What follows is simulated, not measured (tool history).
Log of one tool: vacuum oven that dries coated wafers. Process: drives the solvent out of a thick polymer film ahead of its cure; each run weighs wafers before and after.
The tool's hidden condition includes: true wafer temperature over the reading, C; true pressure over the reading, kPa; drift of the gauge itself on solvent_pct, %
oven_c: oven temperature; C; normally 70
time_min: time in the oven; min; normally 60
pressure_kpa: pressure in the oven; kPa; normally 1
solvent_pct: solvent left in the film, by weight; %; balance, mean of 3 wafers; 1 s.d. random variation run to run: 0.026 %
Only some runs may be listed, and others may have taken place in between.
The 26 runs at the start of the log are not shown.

run   hour  oven_c  time_min  pressure_kpa  hours of work since the thermocouples were calibrated  hours of work since the vacuum gauge was cleaned of residue  solvent_pct
     370.3  -- vacuum gauge cleaned of residue and calibrated, once more
 27  379.5      70        60             1                                                    688                                                            7         1.96
 28    396      70        60             1                                                    699                                                           18         1.96
 29  414.6      70        60             1                                                    713                                                           32            2
 30  430.3      59        52          1.61                                                    724                                                           43         5.54
 31  441.8      59        52          1.61                                                    732                                                           51         5.42
 32    461      74        87          0.77                                                    746                                                           65         0.65
 33  472.8      83        60          1.43                                                    754                                                           74         0.55
 34  488.6      83        74          1.97                                                    766                                                           85         0.49
 35  506.7      83        75          2.32                                                    779                                                           98         0.54
 36  515.8      70        49          2.45                                                    785                                                          104         3.13
 37    527      74        49          0.89                                                    793                                                          112         1.85
 38  545.5      60        48          0.85                                                    807                                                          126         5.23
 39  554.1      70        60          0.73                                                    813                                                          132         1.92
 40  562.7      59        91          0.73                                                    819                                                          138         2.84
 41  579.4      59       102          1.04                                                    831                                                          150         2.62
 42  595.5      59       102          1.04                                                    842                                                          161         2.67
 43  605.2      68        62          1.04                                                    849                                                          168         2.33
 44  620.1      68        62          1.04                                                    860                                                          179         2.29
 45  632.3      68        62          1.04                                                    869                                                          188         2.41
 46  640.4      79        86          1.09                                                    875                                                          194         0.42
 47  657.9      70        41          0.57                                                    887                                                          206         3.37

Forecast each of these 3 alternatives for the next run:
  A  674.4      70        42             1                                                    899                                                          218            ?
  B  674.4      75        53          1.18                                                    899                                                          218            ?
  C  674.4      70        60           1.2                                                    899                                                          218            ?

run  solvent_pct
  A         3.34
  B         1.58
  C         2.15
What these runs would have given with no unlogged condition in the tool:
run  solvent_pct
  A         3.15
  B         1.45
  C         1.99

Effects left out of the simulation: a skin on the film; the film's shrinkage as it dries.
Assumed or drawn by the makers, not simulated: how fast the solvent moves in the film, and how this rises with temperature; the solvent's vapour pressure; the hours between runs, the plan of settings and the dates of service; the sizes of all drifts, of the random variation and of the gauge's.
